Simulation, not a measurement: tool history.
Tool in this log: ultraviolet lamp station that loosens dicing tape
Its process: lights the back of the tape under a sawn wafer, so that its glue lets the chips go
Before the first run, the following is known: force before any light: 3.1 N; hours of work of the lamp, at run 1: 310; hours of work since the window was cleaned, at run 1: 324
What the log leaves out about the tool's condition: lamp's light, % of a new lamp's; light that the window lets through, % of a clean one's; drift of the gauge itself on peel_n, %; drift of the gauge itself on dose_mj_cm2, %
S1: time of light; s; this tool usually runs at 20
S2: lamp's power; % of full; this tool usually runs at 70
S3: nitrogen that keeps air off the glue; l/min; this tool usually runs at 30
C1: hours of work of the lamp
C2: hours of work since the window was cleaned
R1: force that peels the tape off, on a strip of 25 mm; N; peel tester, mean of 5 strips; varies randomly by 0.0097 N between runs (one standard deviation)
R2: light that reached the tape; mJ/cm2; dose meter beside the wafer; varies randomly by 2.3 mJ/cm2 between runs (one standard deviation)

Run 1, hour 0: usual settings; C1 310; C2 324. Result: R1 0.592 N, R2 187 mJ/cm2.
Run 2, hour 11.6: usual settings; C1 319; C2 333. Result: R1 0.607 N, R2 188 mJ/cm2.
Run 3, hour 21.8: usual settings; C1 327; C2 341. Result: R1 0.575 N, R2 184 mJ/cm2.
Run 4, hour 35.6: usual settings but S2 86 % of full; C1 337; C2 352. Result: R1 0.422 N, R2 230 mJ/cm2.
Run 5, hour 44.8: usual settings but S2 86 % of full; C1 345; C2 359. Result: R1 0.41 N, R2 225 mJ/cm2.
Run 6, hour 56.4: usual settings but S2 93 % of full; C1 354; C2 368. Result: R1 0.36 N, R2 239 mJ/cm2.
Run 7, hour 62.6: usual settings; C1 358; C2 373. Result: R1 0.613 N, R2 180 mJ/cm2.
Run 8, hour 75.4: usual settings; C1 368; C2 383. Result: R1 0.618 N, R2 181 mJ/cm2.
Run 9, hour 88.3: usual settings; C1 379; C2 393. Result: R1 0.618 N, R2 181 mJ/cm2.
Run 10, hour 101.4: usual settings; C1 389; C2 403. Result: R1 0.61 N, R2 178 mJ/cm2.
Run 11, hour 111.2: usual settings but S3 34 l/min; C1 396; C2 411. Result: R1 0.603 N, R2 175 mJ/cm2.
Run 12, hour 121.8: usual settings but S3 34 l/min; C1 405; C2 419. Result: R1 0.604 N, R2 177 mJ/cm2.
Run 13, hour 132.2: usual settings but S3 34 l/min; C1 413; C2 427. Result: R1 0.59 N, R2 175 mJ/cm2.
Run 14, hour 142.7: usual settings but S3 34 l/min; C1 421; C2 435. Result: R1 0.603 N, R2 176 mJ/cm2.
Run 15, hour 153: usual settings but S3 34 l/min; C1 429; C2 443. Result: R1 0.622 N, R2 177 mJ/cm2.
Run 16, hour 159.8: usual settings but S1 16 s, S3 34 l/min; C1 434; C2 449. Result: R1 0.834 N, R2 137 mJ/cm2.
Run 17, hour 167.8: usual settings but S1 16 s, S3 34 l/min; C1 441; C2 455. Result: R1 0.821 N, R2 137 mJ/cm2.
Run 18, hour 182.3: usual settings but S1 16 s, S3 34 l/min; C1 452; C2 466. Result: R1 0.841 N, R2 137 mJ/cm2.
Run 19, hour 196.4: usual settings but S1 16 s, S3 34 l/min; C1 463; C2 477. Result: R1 0.848 N, R2 132 mJ/cm2.
Run 20, hour 202.4: usual settings but S1 16 s, S3 34 l/min; C1 468; C2 482. Result: R1 0.859 N, R2 132 mJ/cm2.
Run 21, hour 216.9: usual settings but S3 29 l/min; C1 479; C2 493. Result: R1 0.71 N, R2 167 mJ/cm2.
Run 22, hour 223.6: usual settings but S3 29 l/min; C1 484; C2 499. Result: R1 0.682 N, R2 164 mJ/cm2.
At hour 231.3: window cleaned of glue's vapour.
Run 23, hour 236.1: usual settings but S2 91 % of full; C1 494; C2 4. Result: R1 0.365 N, R2 249 mJ/cm2.
Run 24, hour 243.6: usual settings but S2 88 % of full, S3 23 l/min; C1 499; C2 10. Result: R1 0.466 N, R2 238 mJ/cm2.
Run 25, hour 257.5: usual settings but S1 35 s, S2 80 % of full, S3 56 l/min; C1 510; C2 20. Result: R1 0.103 N, R2 382 mJ/cm2.
Run 26, hour 265.3: usual settings but S1 35 s, S2 80 % of full, S3 56 l/min; C1 516; C2 27. Result: R1 0.101 N, R2 375 mJ/cm2.
Run 27, hour 274.3: usual settings but S1 35 s, S2 80 % of full, S3 56 l/min; C1 523; C2 34. Result: R1 0.107 N, R2 376 mJ/cm2.
Run 28, hour 285.2: usual settings but S1 18 s, S2 83 % of full, S3 15 l/min; C1 532; C2 42. Result: R1 0.775 N, R2 199 mJ/cm2.
Run 29, hour 293: usual settings but S1 18 s, S2 90 % of full, S3 15 l/min; C1 538; C2 48. Result: R1 0.705 N, R2 218 mJ/cm2.
Run 30, hour 303.5: usual settings but S1 18 s, S2 90 % of full, S3 15 l/min; C1 546; C2 56. Result: R1 0.74 N, R2 216 mJ/cm2.
Run 31, hour 310.6: usual settings but S1 18 s, S2 88 % of full, S3 10 l/min; C1 552; C2 62. Result: R1 0.936 N, R2 211 mJ/cm2.
Run 32, hour 319.6: usual settings but S1 12 s, S2 64 % of full; C1 559; C2 69. Result: R1 1.23 N, R2 100 mJ/cm2.
Run 33, hour 330.3: usual settings but S1 12 s, S2 64 % of full; C1 567; C2 77. Result: R1 1.197 N, R2 102 mJ/cm2.
Run 34, hour 336.8: usual settings but S1 38 s, S2 77 % of full, S3 58 l/min; C1 572; C2 82. Result: R1 0.096 N, R2 384 mJ/cm2.
Run 35, hour 345.7: usual settings but S1 11 s, S2 100 % of full, S3 58 l/min; C1 579; C2 89. Result: R1 0.58 N, R2 144 mJ/cm2.
Run 36, hour 353.5: usual settings but S1 14 s; C1 585; C2 95. Result: R1 0.973 N, R2 124 mJ/cm2.
Run 37, hour 363.8: usual settings but S1 14 s; C1 593; C2 103. Result: R1 0.948 N, R2 127 mJ/cm2.
Run 38, hour 371.5: usual settings but S1 10 s, S2 71 % of full, S3 45 l/min; C1 599; C2 110. Result: R1 1.114 N, R2 91 mJ/cm2.
Run 39, hour 382.7: usual settings but S1 30 s; C1 608; C2 118. Result: R1 0.302 N, R2 267 mJ/cm2.
Run 40, hour 394.8: usual settings but S1 32 s, S3 11 l/min; C1 617; C2 128. Result: R1 0.573 N, R2 284 mJ/cm2.
Run 41, hour 401.7: usual settings but S1 30 s, S3 11 l/min; C1 623; C2 133. Result: R1 0.671 N, R2 263 mJ/cm2.
Run 42, hour 415.2: usual settings but S1 24 s, S3 54 l/min; C1 633; C2 144. Result: R1 0.315 N, R2 211 mJ/cm2.
Run 43, hour 429.5: usual settings but S1 24 s, S3 54 l/min; C1 645; C2 155. Result: R1 0.31 N, R2 208 mJ/cm2.

Describe how what the log doesn't record of the tool's condition differs between the last listed run preceding each entry between runs and the first listed run following it.
Runs 22 to 23: window cleaned of glue's vapour (hour 231.3)
  lamp's light, % of a new lamp's: 85.9 -> 85.6; light that the window lets through, % of a clean one's: 85.8 -> 99.1
  difference, measured minus the result without the unlogged condition, R1: +0.266 -> +0.099 N; R2: -59 -> -45 mJ/cm2
